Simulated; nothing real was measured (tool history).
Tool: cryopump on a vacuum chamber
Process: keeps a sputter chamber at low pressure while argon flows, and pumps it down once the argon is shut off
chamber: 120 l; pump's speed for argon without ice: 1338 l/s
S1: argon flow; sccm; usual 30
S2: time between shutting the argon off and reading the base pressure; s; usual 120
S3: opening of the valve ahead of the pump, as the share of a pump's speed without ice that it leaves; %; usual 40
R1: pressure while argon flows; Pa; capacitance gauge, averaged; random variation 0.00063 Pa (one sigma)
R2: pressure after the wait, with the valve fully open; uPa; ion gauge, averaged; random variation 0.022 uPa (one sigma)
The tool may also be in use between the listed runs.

Run 1, hour 0.0: usual settings. Result: R1 0.1001 Pa, R2 1.48 uPa.
Run 2, hour 16.9: usual settings. Result: R1 0.1000 Pa, R2 1.50 uPa.
Run 3, hour 45.5: usual settings. Result: R1 0.1018 Pa, R2 1.52 uPa.
Run 4, hour 74.1: usual settings. Result: R1 0.1005 Pa, R2 1.54 uPa.
Run 5, hour 98.3: usual settings but S3 20 %. Result: R1 0.1980 Pa, R2 1.58 uPa.
Run 6, hour 122.6: usual settings but S3 20 %. Result: R1 0.1971 Pa, R2 1.57 uPa.
Run 7, hour 144.4: usual settings. Result: R1 0.1021 Pa, R2 1.57 uPa.
Run 8, hour 170.4: usual settings. Result: R1 0.1025 Pa, R2 1.56 uPa.
Run 9, hour 196.3: usual settings. Result: R1 0.1021 Pa, R2 1.62 uPa.
Run 10, hour 225.1: usual settings but S1 14 sccm, S2 30 s, S3 27 %. Result: R1 0.0686 Pa, R2 2.84 uPa.
Run 11, hour 250.9: usual settings but S1 14 sccm, S2 30 s, S3 27 %. Result: R1 0.0695 Pa, R2 2.88 uPa.
Run 12, hour 269.2: usual settings but S2 55 s, S3 28 %. Result: R1 0.1448 Pa, R2 2.18 uPa.

Forecast run 13:
Run 13, hour 291.4: usual settings but S1 49 sccm, S2 55 s, S3 28 %. Result: R1 ?, R2 ?.

{"run 13": {"R1": 0.2367, "R2": 2.17}}
Without the tool's hidden state the same run would have given R1 0.2211 Pa, R2 1.11 uPa.
